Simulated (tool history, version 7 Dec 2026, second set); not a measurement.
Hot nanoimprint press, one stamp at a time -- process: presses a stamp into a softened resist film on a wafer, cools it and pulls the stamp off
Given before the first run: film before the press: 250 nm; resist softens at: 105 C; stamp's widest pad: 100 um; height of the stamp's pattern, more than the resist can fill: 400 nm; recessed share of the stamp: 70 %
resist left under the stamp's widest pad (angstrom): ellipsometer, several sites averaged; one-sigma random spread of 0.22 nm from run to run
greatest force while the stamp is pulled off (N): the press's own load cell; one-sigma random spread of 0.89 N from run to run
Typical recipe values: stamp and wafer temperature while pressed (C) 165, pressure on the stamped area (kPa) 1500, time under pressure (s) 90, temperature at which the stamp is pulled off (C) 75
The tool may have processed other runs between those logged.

run     day  stamp and wafer temperature while pressed (C)  pressure on the stamped area (kPa)  time under pressure (s)  temperature at which the stamp is pulled off (C)  resist left under the stamp's widest pad (angstrom)  greatest force while the stamp is pulled off (N)
  1       0                                            165                                1500                       90                                                75                                                 1397                                             165.8
  2   0.429                                            165                                1500                      108                                                75                                                 1309                                             167.5
  3     0.9                                            165                                1500                       90                                                75                                                 1394                                             167.2
  4    1.35                                            165                                1500                       90                                                75                                                 1397                                             166.1
  5   1.638                                            165                                1500                       90                                                75                                                 1387                                             167.4
  6   2.179                                            165                                1500                       90                                                75                                                 1393                                             168.9
  7   2.762                                            165                                1770                       90                                                75                                                 1307                                             168.3
  8   3.238                                            165                                1500                       90                                                65                                                 1384                                             198.1
  9   3.717                                            165                                1500                       90                                                75                                                 1383                                             170.9
      4.217  -- stamp cleaned and given a new release coat
 10   4.496                                            165                                1500                       90                                                75                                                 1387                                             154.7
 11   4.967                                            162                                1500                       90                                                75                                                 1609                                             155.7
      5.392  -- plate thermocouple calibrated
 12     5.6                                            162                                1500                       90                                                75                                                 1601                                               155
 13   5.846                                            162                                1500                       90                                                75                                                 1601                                             157.4
 14   6.296                                            164                                1500                       90                                                75                                                 1449                                               157
 15   6.762                                            164                                1500                       90                                                75                                                 1447                                             156.5
 16   7.108                                            164                                2310                       90                                                78                                                 1229                                             151.2
 17   7.629                                            165                                1800                       90                                                61                                                 1286                                             194.5
      7.846  -- plate thermocouple calibrated, once more
 18   8.079                                            165                                2160                       90                                                61                                                 1246                                             198.1
 19    8.55                                            165                                2160                      131                                                60                                                 1080                                             203.6
 20   8.975                                            158                                1780                       94                                                67                                                 1841                                               184
 21     9.3                                            158                                1340                       94                                                61                                                 1967                                             199.5
 22   9.879                                            158                                1340                       94                                                61                                                 1961                                             200.3
 23  10.212                                            161                                2330                      102                                                63                                                 1442                                             195.6
 24  10.667                                            161                                2330                      102                                                63                                                 1443                                             196.3
 25  10.983                                            159                                 970                       90                                                63                                                 2042                                             198.7
 26  11.221                                            165                                2220                       69                                                75                                                 1353                                             167.3
 27  11.717                                            165                                2220                       52                                                66                                                 1487                                             190.5
 28  12.054                                            176                                1430                       90                                                75                                                  802                                             167.4
 29  12.325                                            176                                1430                       90                                                75                                                  801                                             167.7

What would each run have given without the hidden state, its run-to-run variation left as it was?
The hidden state here: true temperature over the reading, C; pressure that arrives at the usual setting, %; grip of the stamp's worn release coat, % over a new coat's; drift of the gauge itself on residual_nm, %; drift of the gauge itself on pull_off_n, %.
run  resist left under the stamp's widest pad (angstrom)  greatest force while the stamp is pulled off (N)
  1                                                 1429                                             156.5
  2                                                 1342                                             157.5
  3                                                 1428                                             156.6
  4                                                 1432                                               155
  5                                                 1423                                             155.7
  6                                                 1430                                             156.5
  7                                                 1344                                             155.1
  8                                                 1424                                             181.7
  9                                                 1423                                             156.2
 10                                                 1429                                               156
 11                                                 1654                                             156.3
 12                                                 1654                                             155.2
 13                                                 1654                                             157.3
 14                                                 1502                                             156.2
 15                                                 1501                                               155
 16                                                 1278                                             149.4
 17                                                 1338                                             190.7
 18                                                 1240                                             191.7
 19                                                 1075                                             196.2
 20                                                 1840                                             176.6
 21                                                 1969                                               191
 22                                                 1964                                             190.7
 23                                                 1440                                             185.7
 24                                                 1442                                             185.6
 25                                                 2048                                             187.4
 26                                                 1353                                             157.6
 27                                                 1488                                             178.6
 28                                                  805                                             156.5
 29                                                  805                                             156.4
